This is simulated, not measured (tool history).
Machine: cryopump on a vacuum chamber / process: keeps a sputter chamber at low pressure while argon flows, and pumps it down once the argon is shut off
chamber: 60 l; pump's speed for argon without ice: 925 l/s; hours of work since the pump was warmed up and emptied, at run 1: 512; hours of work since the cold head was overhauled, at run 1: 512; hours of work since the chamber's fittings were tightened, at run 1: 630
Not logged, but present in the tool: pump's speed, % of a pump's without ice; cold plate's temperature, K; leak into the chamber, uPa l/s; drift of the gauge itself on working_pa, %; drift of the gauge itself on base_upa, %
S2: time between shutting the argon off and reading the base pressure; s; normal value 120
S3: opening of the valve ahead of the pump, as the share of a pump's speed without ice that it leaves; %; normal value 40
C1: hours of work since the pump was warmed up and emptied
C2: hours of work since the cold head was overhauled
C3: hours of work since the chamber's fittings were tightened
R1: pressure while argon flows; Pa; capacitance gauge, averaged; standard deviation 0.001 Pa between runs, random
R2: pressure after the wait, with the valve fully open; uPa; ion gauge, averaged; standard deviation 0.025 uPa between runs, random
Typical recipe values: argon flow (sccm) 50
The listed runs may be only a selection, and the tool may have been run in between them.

{"run": 1, "hour": 0.0, "argon flow (sccm)": 50, "S2": 120, "S3": 40, "C1": 512, "C2": 512, "C3": 630, "R1": 0.2419, "R2": 1.83}
{"run": 2, "hour": 33.0, "argon flow (sccm)": 50, "S2": 120, "S3": 40, "C1": 534, "C2": 534, "C3": 652, "R1": 0.2462, "R2": 1.9}
{"run": 3, "hour": 54.9, "argon flow (sccm)": 64, "S2": 120, "S3": 40, "C1": 549, "C2": 549, "C3": 667, "R1": 0.3121, "R2": 1.86}
{"run": 4, "hour": 76.6, "argon flow (sccm)": 50, "S2": 120, "S3": 40, "C1": 564, "C2": 564, "C3": 681, "R1": 0.2451, "R2": 1.95}
{"run": 5, "hour": 106.4, "argon flow (sccm)": 50, "S2": 120, "S3": 40, "C1": 584, "C2": 584, "C3": 701, "R1": 0.2462, "R2": 1.91}
{"run": 6, "hour": 126.0, "argon flow (sccm)": 50, "S2": 120, "S3": 40, "C1": 597, "C2": 597, "C3": 715, "R1": 0.2454, "R2": 1.95}
{"run": 7, "hour": 150.4, "argon flow (sccm)": 50, "S2": 120, "S3": 40, "C1": 613, "C2": 613, "C3": 731, "R1": 0.2471, "R2": 2.04}
{"run": 8, "hour": 183.3, "argon flow (sccm)": 80, "S2": 120, "S3": 32, "C1": 636, "C2": 636, "C3": 753, "R1": 0.4851, "R2": 2.05}
{"run": 9, "hour": 216.3, "argon flow (sccm)": 56, "S2": 49, "S3": 44, "C1": 658, "C2": 658, "C3": 776, "R1": 0.257, "R2": 3.07}
{"run": 10, "hour": 256.5, "argon flow (sccm)": 23, "S2": 93, "S3": 57, "C1": 685, "C2": 685, "C3": 803, "R1": 0.0829, "R2": 2.39}
{"run": 11, "hour": 285.9, "argon flow (sccm)": 50, "S2": 41, "S3": 29, "C1": 705, "C2": 705, "C3": 823, "R1": 0.3352, "R2": 3.41}

Measured minus without-hidden-state, run by run (identical run-to-run variation in each term; gauge scatter may differ):
run=1 R1=+0.0147 R2=+0.83
run=2 R1=+0.0156 R2=+0.88
run=3 R1=+0.0203 R2=+0.87
run=4 R1=+0.0165 R2=+0.92
run=5 R1=+0.0172 R2=+0.93
run=6 R1=+0.0175 R2=+0.95
run=7 R1=+0.0182 R2=+1.00
run=8 R1=+0.0302 R2=+1.03
run=9 R1=+0.0222 R2=+1.08
run=10 R1=+0.0096 R2=+1.12
run=11 R1=+0.0215 R2=+1.13

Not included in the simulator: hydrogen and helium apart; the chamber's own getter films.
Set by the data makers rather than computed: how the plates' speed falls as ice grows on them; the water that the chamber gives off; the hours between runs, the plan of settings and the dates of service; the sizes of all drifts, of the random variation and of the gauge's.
